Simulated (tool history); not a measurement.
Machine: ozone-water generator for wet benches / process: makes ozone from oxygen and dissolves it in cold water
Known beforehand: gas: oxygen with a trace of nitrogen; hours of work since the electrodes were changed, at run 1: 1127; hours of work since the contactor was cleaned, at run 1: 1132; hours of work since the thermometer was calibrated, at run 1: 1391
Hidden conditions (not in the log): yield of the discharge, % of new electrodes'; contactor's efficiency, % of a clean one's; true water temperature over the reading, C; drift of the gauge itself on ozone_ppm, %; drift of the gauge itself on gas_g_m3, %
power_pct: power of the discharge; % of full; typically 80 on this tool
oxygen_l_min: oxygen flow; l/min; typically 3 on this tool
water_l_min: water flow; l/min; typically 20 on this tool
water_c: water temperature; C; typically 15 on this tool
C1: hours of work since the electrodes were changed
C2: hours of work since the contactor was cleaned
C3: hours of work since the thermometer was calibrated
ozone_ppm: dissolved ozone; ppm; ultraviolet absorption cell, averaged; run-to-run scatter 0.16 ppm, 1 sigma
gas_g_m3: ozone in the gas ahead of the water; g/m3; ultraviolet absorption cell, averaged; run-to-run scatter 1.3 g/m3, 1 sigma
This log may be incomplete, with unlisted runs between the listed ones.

Run 1, hour 0: usual settings; C1 1127; C2 1132; C3 1391. Result: ozone_ppm 19.1 ppm, gas_g_m3 236.9 g/m3.
Run 2, hour 25.5: usual settings; C1 1146; C2 1152; C3 1411. Result: ozone_ppm 18.9 ppm, gas_g_m3 234.8 g/m3.
Run 3, hour 46.4: usual settings; C1 1163; C2 1168; C3 1427. Result: ozone_ppm 19.4 ppm, gas_g_m3 237.5 g/m3.
Run 4, hour 76.3: usual settings; C1 1186; C2 1191; C3 1450. Result: ozone_ppm 18.8 ppm, gas_g_m3 235.2 g/m3.
Run 5, hour 115.9: usual settings; C1 1217; C2 1222; C3 1481. Result: ozone_ppm 18.9 ppm, gas_g_m3 236.6 g/m3.
Run 6, hour 139.6: usual settings but oxygen_l_min 2.19 l/min; C1 1235; C2 1241; C3 1499. Result: ozone_ppm 18 ppm, gas_g_m3 279.7 g/m3.
Run 7, hour 163.2: usual settings but oxygen_l_min 2.19 l/min; C1 1253; C2 1259; C3 1518. Result: ozone_ppm 17.7 ppm, gas_g_m3 279 g/m3.
Run 8, hour 193.4: usual settings but oxygen_l_min 2.19 l/min; C1 1277; C2 1282; C3 1541. Result: ozone_ppm 17.8 ppm, gas_g_m3 279.5 g/m3.
Run 9, hour 220.3: usual settings but oxygen_l_min 1.65 l/min; C1 1298; C2 1303; C3 1562. Result: ozone_ppm 16.5 ppm, gas_g_m3 327.4 g/m3.
Run 10, hour 257.7: usual settings but oxygen_l_min 1.65 l/min; C1 1327; C2 1332; C3 1591. Result: ozone_ppm 16.8 ppm, gas_g_m3 325.6 g/m3.
Run 11, hour 293.6: usual settings but oxygen_l_min 1.65 l/min; C1 1355; C2 1360; C3 1619. Result: ozone_ppm 16.5 ppm, gas_g_m3 329 g/m3.
Run 12, hour 314.5: usual settings but power_pct 70 % of full; C1 1371; C2 1377; C3 1636. Result: ozone_ppm 17.5 ppm, gas_g_m3 217.6 g/m3.
Run 13, hour 348.8: usual settings but oxygen_l_min 3.11 l/min; C1 1398; C2 1403; C3 1662. Result: ozone_ppm 19.1 ppm, gas_g_m3 227.2 g/m3.
Run 14, hour 374.9: usual settings but water_c 11 C; C1 1418; C2 1424; C3 1683. Result: ozone_ppm 19.4 ppm, gas_g_m3 233.5 g/m3.
Run 15, hour 395.1: usual settings but water_c 11 C; C1 1434; C2 1439; C3 1698. Result: ozone_ppm 19.5 ppm, gas_g_m3 232.8 g/m3.
Run 16, hour 413.1: usual settings; C1 1448; C2 1453; C3 1712. Result: ozone_ppm 18.8 ppm, gas_g_m3 233.9 g/m3.
Run 17, hour 441.8: usual settings but power_pct 85 % of full, oxygen_l_min 2.45 l/min, water_l_min 16 l/min; C1 1470; C2 1476; C3 1735. Result: ozone_ppm 23.2 ppm, gas_g_m3 269.7 g/m3.
Run 18, hour 469.8: usual settings but oxygen_l_min 3.23 l/min, water_l_min 15 l/min; C1 1492; C2 1498; C3 1756. Result: ozone_ppm 24.4 ppm, gas_g_m3 224.3 g/m3.
Run 19, hour 495.9: usual settings but oxygen_l_min 3.23 l/min, water_l_min 16 l/min, water_c 16 C; C1 1512; C2 1518; C3 1777. Result: ozone_ppm 22.9 ppm, gas_g_m3 223 g/m3.
Run 20, hour 524: usual settings but water_l_min 14 l/min; C1 1534; C2 1540; C3 1799. Result: ozone_ppm 25.5 ppm, gas_g_m3 233 g/m3.
Run 21, hour 565.8: usual settings but power_pct 93 % of full, water_l_min 13 l/min; C1 1567; C2 1572; C3 1831. Result: ozone_ppm 29.8 ppm, gas_g_m3 251.7 g/m3.
Run 22, hour 588.5: usual settings but power_pct 93 % of full, water_l_min 13 l/min; C1 1584; C2 1590; C3 1849. Result: ozone_ppm 29.5 ppm, gas_g_m3 251.3 g/m3.
Run 23, hour 622.1: usual settings but oxygen_l_min 2.96 l/min, water_l_min 13 l/min; C1 1611; C2 1616; C3 1875. Result: ozone_ppm 27.6 ppm, gas_g_m3 234 g/m3.
Run 24, hour 659.7: usual settings but oxygen_l_min 3.92 l/min; C1 1640; C2 1645; C3 1904. Result: ozone_ppm 19.3 ppm, gas_g_m3 201.9 g/m3.
Run 25, hour 677.6: usual settings but oxygen_l_min 2.7 l/min, water_l_min 23 l/min; C1 1654; C2 1659; C3 1918. Result: ozone_ppm 15.9 ppm, gas_g_m3 245.7 g/m3.
Run 26, hour 708.4: usual settings but power_pct 98 % of full, oxygen_l_min 2.62 l/min, water_l_min 24 l/min; C1 1678; C2 1683; C3 1942. Result: ozone_ppm 16.8 ppm, gas_g_m3 278.5 g/m3.
Run 27, hour 740.7: usual settings but water_c 11 C; C1 1703; C2 1708; C3 1967. Result: ozone_ppm 19.5 ppm, gas_g_m3 232.5 g/m3.
Run 28, hour 762.5: usual settings but power_pct 58 % of full, water_c 21 C; C1 1720; C2 1725; C3 1984. Result: ozone_ppm 14.5 ppm, gas_g_m3 194.3 g/m3.
Run 29, hour 783.1: usual settings but power_pct 58 % of full, oxygen_l_min 1.59 l/min, water_c 9 C; C1 1736; C2 1741; C3 2000. Result: ozone_ppm 14.1 ppm, gas_g_m3 274.7 g/m3.
Run 30, hour 817.1: usual settings but power_pct 58 % of full, oxygen_l_min 1.59 l/min, water_c 9 C; C1 1762; C2 1768; C3 2027. Result: ozone_ppm 14.2 ppm, gas_g_m3 272.7 g/m3.
Run 31, hour 835.1: usual settings but power_pct 58 % of full, oxygen_l_min 1.59 l/min, water_c 9 C; C1 1776; C2 1782; C3 2041. Result: ozone_ppm 14 ppm, gas_g_m3 276.3 g/m3.
Run 32, hour 870.7: usual settings but oxygen_l_min 1.96 l/min; C1 1804; C2 1809; C3 2068. Result: ozone_ppm 17.1 ppm, gas_g_m3 295 g/m3.

What if the next run were any one of these 4? Each begins from the tool's condition after run 32:
Run A, hour 909.3: usual settings but oxygen_l_min 1.96 l/min, water_c 16 C; C1 1834; C2 1839; C3 2098. Result: ozone_ppm ?, gas_g_m3 ?.
Run B, hour 909.3: usual settings but power_pct 40 % of full, oxygen_l_min 1.96 l/min, water_c 8 C; C1 1834; C2 1839; C3 2098. Result: ozone_ppm ?, gas_g_m3 ?.
Run C, hour 909.3: usual settings but power_pct 66 % of full, oxygen_l_min 3.86 l/min, water_c 8 C; C1 1834; C2 1839; C3 2098. Result: ozone_ppm ?, gas_g_m3 ?.
Run D, hour 909.3: usual settings but oxygen_l_min 2.86 l/min; C1 1834; C2 1839; C3 2098. Result: ozone_ppm ?, gas_g_m3 ?.

run  ozone_ppm  gas_g_m3
  A       16.9       287
  B       12.3       200
  C       18.5       183
  D       18.2     238.2
Had the tool no hidden state, the same runs would have come out as:
run  ozone_ppm  gas_g_m3
  A       18.5     307.2
  B       13.1     208.9
  C       20.1     194.5
  D       19.9     254.8

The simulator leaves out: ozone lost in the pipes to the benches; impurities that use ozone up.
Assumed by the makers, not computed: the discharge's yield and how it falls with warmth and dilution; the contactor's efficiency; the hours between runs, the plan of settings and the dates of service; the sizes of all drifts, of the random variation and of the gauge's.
